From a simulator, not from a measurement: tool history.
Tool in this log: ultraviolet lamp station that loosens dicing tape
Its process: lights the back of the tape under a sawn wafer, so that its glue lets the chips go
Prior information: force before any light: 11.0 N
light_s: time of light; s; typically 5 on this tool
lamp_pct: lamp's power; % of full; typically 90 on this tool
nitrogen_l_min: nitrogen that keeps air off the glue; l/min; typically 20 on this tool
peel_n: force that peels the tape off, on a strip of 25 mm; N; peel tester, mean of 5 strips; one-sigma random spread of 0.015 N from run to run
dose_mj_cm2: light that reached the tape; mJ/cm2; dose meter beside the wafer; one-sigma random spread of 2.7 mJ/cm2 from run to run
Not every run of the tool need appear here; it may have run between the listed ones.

run	hour	light_s	lamp_pct	nitrogen_l_min	peel_n	dose_mj_cm2
1	0.0	5	90	20	1.221	292
2	16.6	5	90	20	1.223	287
3	46.2	5	90	20	1.295	282
4	64.2	5	90	20	1.312	283
# hour 87.2: window cleaned of glue's vapour
5	97.7	5	90	19	1.034	325
6	130.0	5	63	19	2.083	221
7	157.0	4	68	12	3.313	190
8	195.3	2	90	37	3.312	123

The next listed run, before its measurement:
9	221.4	2	90	37	?	?

{"run 9": {"peel_n": 3.321, "dose_mj_cm2": 120}}
Were there no unlogged condition in the tool, this run, its random variation unchanged, would have produced peel_n 2.514 N, dose_mj_cm2 149 mJ/cm2.

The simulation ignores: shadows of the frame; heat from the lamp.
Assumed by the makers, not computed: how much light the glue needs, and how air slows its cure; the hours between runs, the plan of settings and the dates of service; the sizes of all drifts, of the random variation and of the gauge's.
